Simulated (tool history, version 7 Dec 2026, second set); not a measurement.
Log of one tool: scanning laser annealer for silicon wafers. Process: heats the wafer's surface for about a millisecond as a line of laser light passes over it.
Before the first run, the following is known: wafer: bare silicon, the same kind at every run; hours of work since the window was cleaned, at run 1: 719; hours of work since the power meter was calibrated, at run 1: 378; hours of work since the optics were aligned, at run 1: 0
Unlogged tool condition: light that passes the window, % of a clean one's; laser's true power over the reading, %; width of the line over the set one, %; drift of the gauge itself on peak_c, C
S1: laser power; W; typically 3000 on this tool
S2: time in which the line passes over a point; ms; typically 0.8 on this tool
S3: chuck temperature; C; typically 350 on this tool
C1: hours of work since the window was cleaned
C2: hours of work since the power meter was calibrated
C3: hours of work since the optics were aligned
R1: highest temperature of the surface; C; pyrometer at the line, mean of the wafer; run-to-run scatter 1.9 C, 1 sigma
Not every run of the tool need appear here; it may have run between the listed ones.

| run | day | S1 | S2 | S3 | C1 | C2 | C3 | R1 |
|---|---|---|---|---|---|---|---|---|
| 1 | 0 | 3000 | 0.8 | 350 | 719 | 378 | 0 | 1168 |
| 2 | 0.6 | 3000 | 0.8 | 326 | 730 | 389 | 10 | 1146 |
| 3 | 1.021 | 3000 | 0.8 | 350 | 737 | 396 | 17 | 1168 |
| 4 | 1.408 | 3000 | 0.8 | 350 | 743 | 402 | 24 | 1170 |
| 5 | 2.092 | 3000 | 0.8 | 350 | 755 | 414 | 35 | 1165 |
| 6 | 2.758 | 3000 | 0.8 | 350 | 766 | 425 | 47 | 1165 |
| 7 | 3.133 | 3295 | 0.8 | 350 | 772 | 432 | 53 | 1259 |
| 8 | 3.767 | 3295 | 0.8 | 350 | 783 | 442 | 64 | 1260 |
| 9 | 4.275 | 3295 | 0.8 | 334 | 792 | 451 | 72 | 1241 |
| 10 | 4.783 | 3000 | 0.8 | 350 | 800 | 459 | 81 | 1159 |
| 11 | 5.462 | 3166 | 0.8 | 350 | 812 | 471 | 93 | 1216 |
| 12 | 5.758 | 3000 | 0.8 | 350 | 817 | 476 | 98 | 1165 |
| 13 | 6.175 | 3000 | 0.8 | 369 | 824 | 483 | 105 | 1179 |
| 14 | 6.588 | 3000 | 0.8 | 369 | 831 | 490 | 112 | 1183 |
| 15 | 6.867 | 3000 | 0.8 | 369 | 836 | 495 | 116 | 1180 |
| 16 | 7.358 | 3000 | 0.8 | 350 | 844 | 503 | 125 | 1161 |
| 17 | 7.712 | 3000 | 0.8 | 350 | 850 | 509 | 131 | 1155 |
| 18 | 8.162 | 3000 | 0.8 | 350 | 858 | 517 | 138 | 1161 |
| 19 | 8.771 | 3000 | 0.8 | 350 | 868 | 527 | 149 | 1157 |
| 20 | 9.317 | 2811 | 0.8 | 350 | 877 | 536 | 158 | 1100 |
| 21 | 9.821 | 2811 | 0.8 | 350 | 886 | 545 | 166 | 1102 |
| 22 | 10.254 | 2796 | 0.839 | 350 | 893 | 552 | 174 | 1112 |
| 23 | 10.658 | 2796 | 0.839 | 350 | 900 | 559 | 181 | 1112 |
| 24 | 11.142 | 3270 | 0.793 | 350 | 908 | 567 | 189 | 1238 |
| 25 | 11.554 | 3000 | 0.8 | 382 | 915 | 574 | 196 | 1191 |
| 26 | 11.862 | 2721 | 0.8 | 314 | 920 | 579 | 201 | 1034 |
| 27 | 12.517 | 3000 | 0.8 | 354 | 931 | 590 | 212 | 1160 |
| 28 | 13.104 | 2904 | 0.8 | 335 | 941 | 600 | 222 | 1110 |
|  | 13.246 | window over the wafer cleaned |
| 29 | 13.567 | 2691 | 0.922 | 335 | 5 | 607 | 228 | 1088 |
| 30 | 13.9 | 2965 | 0.8 | 344 | 11 | 613 | 234 | 1132 |
|  | 14.483 | window over the wafer cleaned, once more |
| 31 | 14.662 | 2965 | 0.8 | 344 | 3 | 624 | 246 | 1170 |
| 32 | 15.096 | 3000 | 0.8 | 340 | 10 | 631 | 253 | 1173 |
| 33 | 15.758 | 3000 | 0.8 | 340 | 22 | 643 | 264 | 1176 |
| 34 | 16.396 | 2687 | 0.625 | 350 | 32 | 653 | 275 | 1010 |
| 35 | 17.058 | 2687 | 0.813 | 388 | 44 | 665 | 286 | 1128 |
| 36 | 17.725 | 2986 | 0.8 | 388 | 55 | 676 | 297 | 1216 |
| 37 | 18.029 | 2957 | 0.8 | 372 | 60 | 681 | 303 | 1192 |
| 38 | 18.392 | 3136 | 0.8 | 357 | 66 | 687 | 309 | 1234 |
| 39 | 18.838 | 3136 | 0.8 | 357 | 74 | 695 | 316 | 1233 |
| 40 | 19.454 | 3226 | 0.651 | 363 | 84 | 705 | 327 | 1191 |
| 41 | 20.017 | 2798 | 0.652 | 369 | 94 | 715 | 336 | 1071 |

Some steps in R1, run to run, broken into two amounts with sign: the step expected even without the hidden condition (settings, incoming material, random variation), and the rest, left for the hidden condition together with whatever gauge scatter is not in both the measured and the hidden-condition-free result:
Run 23 -> 24: S1 2796 -> 3270, S2 0.839 -> 0.793. R1 +126 C: hidden state -7, all else +133.
Run 25 -> 26: S1 3000 -> 2721, S3 382 -> 314. R1 -157 C: hidden state +3, all else -160.
Run 28 -> 29: S1 2904 -> 2691, S2 0.8 -> 0.922, window over the wafer cleaned. R1 -22 C: hidden state -5, all else -17.
Run 30 -> 31: window over the wafer cleaned, once more. R1 +38 C: hidden state +38, all else +0.
Run 33 -> 34: S1 3000 -> 2687, S2 0.8 -> 0.625, S3 340 -> 350. R1 -166 C: hidden state +2, all else -168.
